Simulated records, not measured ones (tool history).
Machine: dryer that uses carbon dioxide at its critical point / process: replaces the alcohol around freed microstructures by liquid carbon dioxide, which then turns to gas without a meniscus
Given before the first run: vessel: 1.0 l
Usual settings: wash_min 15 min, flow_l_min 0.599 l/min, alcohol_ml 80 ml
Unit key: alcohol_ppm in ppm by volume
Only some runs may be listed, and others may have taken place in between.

run,hour,wash_min,flow_l_min,alcohol_ml,alcohol_ppm
1,0.0,15,0.599,80,84
2,10.9,15,0.599,80,78
3,25.9,15,0.897,80,36
4,33.5,15,0.897,80,29
5,50.6,15,0.897,80,39
6,59.4,15,0.599,80,90
7,73.1,15,0.599,23,65
8,90.4,15,0.599,23,62
9,103.9,17,0.599,23,46
10,118.5,15,0.599,80,104
11,131.6,15,0.599,80,112
12,146.5,15,0.599,32,76
13,156.5,18,0.599,80,68
14,172.5,18,0.599,80,76
15,189.7,18,0.599,80,71
16,200.7,18,0.599,80,77
17,212.3,15,0.599,80,133
18,221.5,15,0.599,84,135
19,235.8,15,0.599,84,146
20,253.1,21,0.599,80,70
21,267.9,21,0.599,80,70
22,280.6,15,0.599,80,152
23,288.7,15,0.599,23,100
24,300.7,11,0.935,80,95
# hour 307.9: inlet filter changed
25,318.3,11,0.935,80,94
26,333.5,11,0.935,80,86
27,349.2,13,0.462,59,410
28,365.9,21,0.602,59,80
29,377.3,10,0.389,114,4277
30,391.8,15,0.520,91,194
31,408.1,15,0.794,49,88
32,416.6,15,0.984,59,97
33,425.8,13,0.664,34,105
34,439.7,13,0.664,21,118
35,449.7,15,0.515,27,135
36,461.3,15,0.366,114,1304
37,477.0,15,0.629,80,129
38,493.8,12,0.380,88,2086
39,503.8,12,0.380,88,2114
40,517.9,10,0.944,99,138
41,529.6,10,0.944,99,141
42,538.5,23,0.629,30,111
43,553.4,16,0.537,80,181
44,569.7,21,0.875,21,121
45,577.1,21,0.875,21,126
46,586.8,15,0.599,64,155

What if the next run were any one of these 5? Each begins from the tool's condition after run 46:
A,602.8,12,0.599,101,?
B,602.8,22,0.375,64,?
C,602.8,15,0.422,55,?
D,602.8,15,0.411,64,?
E,602.8,15,0.599,80,?

run,alcohol_ppm
A,354
B,208
C,422
D,539
E,163
Without the tool's hidden state the same runs would have given:
run,alcohol_ppm
A,167
B,63
C,230
D,315
E,28
